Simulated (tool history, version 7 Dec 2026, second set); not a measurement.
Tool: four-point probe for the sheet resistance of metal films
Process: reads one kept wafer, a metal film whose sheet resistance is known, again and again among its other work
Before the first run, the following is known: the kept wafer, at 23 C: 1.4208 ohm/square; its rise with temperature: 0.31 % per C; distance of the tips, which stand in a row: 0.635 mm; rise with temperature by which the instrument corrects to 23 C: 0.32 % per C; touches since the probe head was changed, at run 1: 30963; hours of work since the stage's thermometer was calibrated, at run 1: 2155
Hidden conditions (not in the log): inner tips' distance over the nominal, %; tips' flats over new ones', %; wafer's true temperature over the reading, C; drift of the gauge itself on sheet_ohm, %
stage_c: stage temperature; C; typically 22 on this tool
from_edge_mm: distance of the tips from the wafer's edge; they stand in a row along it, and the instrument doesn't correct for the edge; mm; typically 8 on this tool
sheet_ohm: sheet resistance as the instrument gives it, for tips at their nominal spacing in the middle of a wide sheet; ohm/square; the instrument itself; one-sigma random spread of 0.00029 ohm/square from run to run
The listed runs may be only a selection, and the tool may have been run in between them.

| run | hour | stage_c | from_edge_mm | touches since the probe head was changed | hours of work since the stage's thermometer was calibrated | sheet_ohm |
|---|---|---|---|---|---|---|
| 1 | 0.0 | 22 | 8 | 30963 | 2155 | 1.431619 |
| 2 | 48.6 | 22 | 8 | 32260 | 2186 | 1.431875 |
|  | 86.1 | stage's thermometer calibrated |
| 3 | 93.3 | 22 | 8 | 33437 | 5 | 1.432670 |
| 4 | 137.2 | 22 | 8 | 34610 | 33 | 1.433045 |
| 5 | 172.5 | 22 | 8 | 35551 | 55 | 1.433240 |
| 6 | 210.8 | 35 | 8 | 36573 | 80 | 1.430553 |
| 7 | 261.8 | 35 | 8 | 37932 | 112 | 1.431394 |
| 8 | 311.8 | 35 | 8 | 39267 | 144 | 1.431395 |
| 9 | 341.1 | 35 | 8 | 40049 | 163 | 1.431314 |
| 10 | 391.7 | 35 | 8 | 41398 | 195 | 1.431606 |
|  | 421.3 | stage's thermometer calibrated, once more |
| 11 | 434.6 | 22 | 8 | 42528 | 8 | 1.429769 |
| 12 | 484.0 | 22 | 8 | 43846 | 40 | 1.429760 |
| 13 | 507.8 | 22 | 18 | 44481 | 55 | 1.425377 |
| 14 | 547.2 | 22 | 18 | 45532 | 80 | 1.425894 |
| 15 | 576.1 | 22 | 18 | 46302 | 99 | 1.425791 |
| 16 | 601.2 | 22 | 18 | 46973 | 115 | 1.426061 |
| 17 | 642.5 | 22 | 18 | 48074 | 141 | 1.426469 |
| 18 | 696.4 | 23 | 8 | 49511 | 175 | 1.430167 |
| 19 | 728.8 | 22 | 8 | 50375 | 196 | 1.429764 |
| 20 | 776.5 | 20 | 14 | 51647 | 226 | 1.427599 |
| 21 | 825.6 | 35 | 10 | 52957 | 258 | 1.426465 |
| 22 | 857.6 | 23 | 6 | 53812 | 278 | 1.433732 |
| 23 | 891.3 | 20 | 23 | 54712 | 300 | 1.426131 |
| 24 | 925.3 | 22 | 15 | 55619 | 321 | 1.426876 |
| 25 | 973.2 | 29 | 8 | 56897 | 352 | 1.429751 |
| 26 | 1018.9 | 29 | 8 | 58115 | 381 | 1.429412 |
| 27 | 1066.4 | 29 | 8 | 59380 | 411 | 1.429877 |
| 28 | 1102.5 | 24 | 18 | 60344 | 434 | 1.426747 |
| 29 | 1126.6 | 20 | 8 | 60987 | 450 | 1.430795 |
| 30 | 1177.6 | 29 | 23 | 62348 | 482 | 1.425220 |
| 31 | 1216.4 | 29 | 23 | 63382 | 507 | 1.425362 |
| 32 | 1254.9 | 28 | 19 | 64411 | 531 | 1.425759 |
| 33 | 1296.7 | 28 | 19 | 65523 | 558 | 1.425685 |
| 34 | 1324.5 | 22 | 16 | 66266 | 576 | 1.427178 |
| 35 | 1374.2 | 26 | 7 | 67592 | 607 | 1.431879 |
| 36 | 1397.3 | 26 | 68 | 68208 | 622 | 1.425736 |
| 37 | 1428.3 | 24 | 8 | 69034 | 642 | 1.431074 |
| 38 | 1451.6 | 30 | 10 | 69657 | 657 | 1.428125 |

Hidden state at the last listed run before each entry between runs and at the first one after, where it differs:
Runs 2 to 3: stage's thermometer calibrated (hour 86.1)
  inner tips' distance over the nominal, %: 0.222 -> 0.224; tips' flats over new ones', %: 8 -> 9; wafer's true temperature over the reading, C: 0.52 -> 0.85
  difference, measured minus the result without the unlogged condition, sheet_ohm: +0.005716 -> +0.007161 ohm/square
Runs 10 to 11: stage's thermometer calibrated, once more (hour 421.3)
  inner tips' distance over the nominal, %: 0.241 -> 0.243; wafer's true temperature over the reading, C: 0.89 -> 0.02
  difference, measured minus the result without the unlogged condition, sheet_ohm: +0.007463 -> +0.003837 ohm/square
